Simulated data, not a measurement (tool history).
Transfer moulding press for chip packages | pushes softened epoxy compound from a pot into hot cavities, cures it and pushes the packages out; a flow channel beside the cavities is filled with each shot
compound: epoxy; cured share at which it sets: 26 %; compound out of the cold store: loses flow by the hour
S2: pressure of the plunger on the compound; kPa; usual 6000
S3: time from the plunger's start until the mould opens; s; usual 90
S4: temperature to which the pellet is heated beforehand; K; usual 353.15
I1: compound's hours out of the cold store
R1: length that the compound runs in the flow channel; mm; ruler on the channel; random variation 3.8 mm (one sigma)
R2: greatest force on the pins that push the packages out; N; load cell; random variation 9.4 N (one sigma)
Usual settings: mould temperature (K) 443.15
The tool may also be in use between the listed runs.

{"run": 1, "hour": 0.0, "mould temperature (K)": 443.15, "S2": 6000, "S3": 90, "S4": 353.15, "I1": 37.9, "R1": 650, "R2": 830}
{"run": 2, "hour": 13.9, "mould temperature (K)": 443.15, "S2": 6000, "S3": 90, "S4": 353.15, "I1": 30.1, "R1": 665, "R2": 871}
{"run": 3, "hour": 30.0, "mould temperature (K)": 443.15, "S2": 6000, "S3": 90, "S4": 353.15, "I1": 32.7, "R1": 652, "R2": 884}
{"hour": 39.1, "done": "cavities cleaned with cleaning compound and waxed"}
{"run": 4, "hour": 43.1, "mould temperature (K)": 443.15, "S2": 6000, "S3": 90, "S4": 353.15, "I1": 31, "R1": 658, "R2": 503}
{"run": 5, "hour": 55.9, "mould temperature (K)": 443.15, "S2": 6000, "S3": 90, "S4": 344.15, "I1": 41.7, "R1": 635, "R2": 605}
{"run": 6, "hour": 66.8, "mould temperature (K)": 443.15, "S2": 6000, "S3": 90, "S4": 344.15, "I1": 22.5, "R1": 677, "R2": 749}
{"run": 7, "hour": 83.8, "mould temperature (K)": 443.15, "S2": 6000, "S3": 90, "S4": 344.15, "I1": 17.6, "R1": 692, "R2": 817}
{"run": 8, "hour": 99.0, "mould temperature (K)": 443.15, "S2": 6000, "S3": 90, "S4": 344.15, "I1": 44.6, "R1": 630, "R2": 837}
{"run": 9, "hour": 114.2, "mould temperature (K)": 443.15, "S2": 6000, "S3": 90, "S4": 344.15, "I1": 18.2, "R1": 686, "R2": 918}
{"run": 10, "hour": 124.3, "mould temperature (K)": 443.15, "S2": 6000, "S3": 90, "S4": 344.15, "I1": 27.1, "R1": 665, "R2": 892}
{"hour": 133.7, "done": "cavities cleaned with cleaning compound and waxed"}
{"run": 11, "hour": 143.4, "mould temperature (K)": 443.15, "S2": 6000, "S3": 90, "S4": 344.15, "I1": 27.2, "R1": 667, "R2": 572}
{"run": 12, "hour": 158.4, "mould temperature (K)": 445.15, "S2": 6000, "S3": 90, "S4": 353.15, "I1": 15.6, "R1": 687, "R2": 622}
{"hour": 177.1, "done": "plunger's sealing rings changed"}
{"run": 13, "hour": 178.4, "mould temperature (K)": 443.15, "S2": 6000, "S3": 90, "S4": 353.15, "I1": 41, "R1": 653, "R2": 765}
{"run": 14, "hour": 193.4, "mould temperature (K)": 443.15, "S2": 6000, "S3": 90, "S4": 353.15, "I1": 15.9, "R1": 710, "R2": 850}
{"run": 15, "hour": 209.4, "mould temperature (K)": 447.15, "S2": 6000, "S3": 90, "S4": 344.15, "I1": 12.1, "R1": 706, "R2": 723}
{"run": 16, "hour": 217.3, "mould temperature (K)": 447.15, "S2": 6000, "S3": 90, "S4": 344.15, "I1": 27.1, "R1": 674, "R2": 742}
{"hour": 229.8, "done": "cavities cleaned with cleaning compound and waxed"}
{"run": 17, "hour": 232.1, "mould temperature (K)": 451.15, "S2": 6480, "S3": 90, "S4": 353.15, "I1": 33.4, "R1": 666, "R2": 338}
{"run": 18, "hour": 248.5, "mould temperature (K)": 447.15, "S2": 6000, "S3": 129, "S4": 362.15, "I1": 37.2, "R1": 649, "R2": 473}
{"run": 19, "hour": 266.0, "mould temperature (K)": 444.15, "S2": 4800, "S3": 105, "S4": 343.15, "I1": 13.3, "R1": 630, "R2": 599}
{"run": 20, "hour": 277.5, "mould temperature (K)": 437.15, "S2": 6000, "S3": 90, "S4": 353.15, "I1": 20.2, "R1": 714, "R2": 1291}
{"run": 21, "hour": 287.6, "mould temperature (K)": 437.15, "S2": 6000, "S3": 90, "S4": 353.15, "I1": 8.8, "R1": 743, "R2": 1421}
{"run": 22, "hour": 299.9, "mould temperature (K)": 442.15, "S2": 5010, "S3": 90, "S4": 353.15, "I1": 26, "R1": 619, "R2": 974}
{"run": 23, "hour": 311.2, "mould temperature (K)": 440.15, "S2": 5010, "S3": 90, "S4": 353.15, "I1": 24.8, "R1": 636, "R2": 1134}
{"hour": 322.9, "done": "cavities cleaned with cleaning compound and waxed"}
{"run": 24, "hour": 328.1, "mould temperature (K)": 440.15, "S2": 5010, "S3": 90, "S4": 353.15, "I1": 21.3, "R1": 634, "R2": 626}
{"run": 25, "hour": 339.0, "mould temperature (K)": 440.15, "S2": 5010, "S3": 90, "S4": 353.15, "I1": 16.7, "R1": 648, "R2": 749}
{"run": 26, "hour": 355.8, "mould temperature (K)": 450.15, "S2": 7130, "S3": 97, "S4": 361.15, "I1": 43.6, "R1": 672, "R2": 538}
{"run": 27, "hour": 367.0, "mould temperature (K)": 450.15, "S2": 7130, "S3": 97, "S4": 361.15, "I1": 19.1, "R1": 736, "R2": 588}
{"run": 28, "hour": 378.6, "mould temperature (K)": 443.15, "S2": 7380, "S3": 102, "S4": 351.15, "I1": 10.5, "R1": 790, "R2": 709}

The same runs without the tool's hidden state, with the same run-to-run variation:
The hidden state here: true mould temperature over the reading, C; pressure that reaches the compound, % of what is set; grip of the stained cavities, % over clean ones'; drift of the gauge itself on flow_mm, %; drift of the gauge itself on push_out_n, %.
run=1 R1=663 R2=427
run=2 R1=680 R2=429
run=3 R1=667 R2=423
run=4 R1=674 R2=453
run=5 R1=651 R2=421
run=6 R1=694 R2=463
run=7 R1=711 R2=452
run=8 R1=647 R2=433
run=9 R1=707 R2=458
run=10 R1=685 R2=433
run=11 R1=688 R2=457
run=12 R1=710 R2=390
run=13 R1=657 R2=426
run=14 R1=715 R2=443
run=15 R1=712 R2=353
run=16 R1=680 R2=357
run=17 R1=672 R2=313
run=18 R1=656 R2=306
run=19 R1=638 R2=336
run=20 R1=724 R2=716
run=21 R1=754 R2=758
run=22 R1=628 R2=501
run=23 R1=647 R2=572
run=24 R1=646 R2=576
run=25 R1=660 R2=557
run=26 R1=685 R2=302
run=27 R1=751 R2=308
run=28 R1=808 R2=370
